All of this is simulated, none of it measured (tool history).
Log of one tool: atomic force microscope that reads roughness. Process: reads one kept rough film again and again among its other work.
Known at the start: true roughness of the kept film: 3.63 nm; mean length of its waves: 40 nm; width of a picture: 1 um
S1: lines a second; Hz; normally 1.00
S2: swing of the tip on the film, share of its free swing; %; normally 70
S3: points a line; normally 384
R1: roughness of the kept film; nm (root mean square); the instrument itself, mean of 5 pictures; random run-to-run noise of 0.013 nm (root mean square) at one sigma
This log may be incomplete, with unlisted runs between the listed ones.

run   hour    S1  S2   S3     R1
  1    0.0  1.00  70  384  2.512
      25.4  -- new tip fitted
  2   40.6  1.00  56  384  3.133
  3   84.6  1.00  56  384  2.878
  4  109.5  1.00  70  384  2.633
  5  132.3  1.00  70  384  2.561
     160.3  -- new tip fitted
  6  176.3  1.00  70  384  3.025
  7  220.7  0.80  70  384  2.814
  8  239.7  1.00  70  647  2.688
  9  280.0  1.00  70  647  2.492
     293.7  -- new tip fitted
 10  326.4  1.00  70  647  2.935
 11  356.7  1.00  70  647  2.779
 12  403.5  1.00  70  647  2.553
     429.8  -- new tip fitted
 13  450.5  0.61  70  384  3.081
 14  482.4  0.61  70  384  2.863
 15  527.5  0.61  74  511  2.649
     563.6  -- new tip fitted
 16  563.6  0.61  74  511  3.185
 17  589.2  0.73  56  511  3.110
 18  617.8  1.00  66  380  2.872

What if the next run were any one of these 3? Each begins from the tool's condition after run 18:
  A  648.3  1.01  89  747   ?
  B  648.3  1.00  64  256   ?
  C  648.3  1.00  68  384   ?

run     R1
  A  2.473
  B  2.698
  C  2.695
With the hidden condition removed and each run's random variation left untouched, the same runs would have given:
run     R1
  A  2.904
  B  3.168
  C  3.167
